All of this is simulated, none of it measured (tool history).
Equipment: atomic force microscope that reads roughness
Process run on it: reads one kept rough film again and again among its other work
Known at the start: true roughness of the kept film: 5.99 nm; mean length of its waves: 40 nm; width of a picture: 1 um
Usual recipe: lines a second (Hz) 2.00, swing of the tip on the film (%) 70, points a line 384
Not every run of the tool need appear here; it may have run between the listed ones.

run	hour	lines a second (Hz)	swing of the tip on the film (%)	points a line	roughness of the kept film (nm (root mean square))
1	0.0	2.00	70	384	4.765
2	7.1	2.00	70	384	4.615
3	21.1	2.00	70	384	4.346
# hour 25.4: new tip fitted
4	32.1	2.00	70	384	5.008
5	46.4	2.00	70	384	4.695
6	59.7	2.00	62	384	4.592
# hour 68.2: new tip fitted
7	71.5	0.87	62	384	5.403
8	87.3	0.87	62	384	5.004
9	102.7	2.00	70	384	4.482
# hour 111.2: new tip fitted
10	117.3	0.63	85	590	5.106
11	130.4	1.95	85	324	4.408
12	138.8	2.01	55	313	4.764
# hour 153.3: new tip fitted
13	153.3	0.59	78	343	5.432
14	169.0	1.31	60	611	5.076
15	176.8	1.85	61	985	4.861
16	186.6	1.85	61	985	4.691
# hour 195.5: new tip fitted
17	195.5	0.53	65	443	5.426

For some of the steps in roughness of the kept film (nm (root mean square)) from one run to the next: how much would appear even if the tool had no hidden state, given the settings, what came in and random variation, and how much remains for the hidden state plus any gauge scatter that the measured result and the result without hidden state don't share?
Hidden conditions of the tool in this case: radius of the tip, nm; height scale over the true one, %; drift of the gauge itself on roughness_nm, %.
Run 6 -> 7: lines a second (Hz) 2.00 -> 0.87, new tip fitted. roughness of the kept film (nm (root mean square)) +0.811: hidden state +0.667, all else +0.144.
Run 16 -> 17: lines a second (Hz) 1.85 -> 0.53, swing of the tip on the film (%) 61 -> 65, points a line 985 -> 443, new tip fitted. roughness of the kept film (nm (root mean square)) +0.735: hidden state +0.672, all else +0.063.
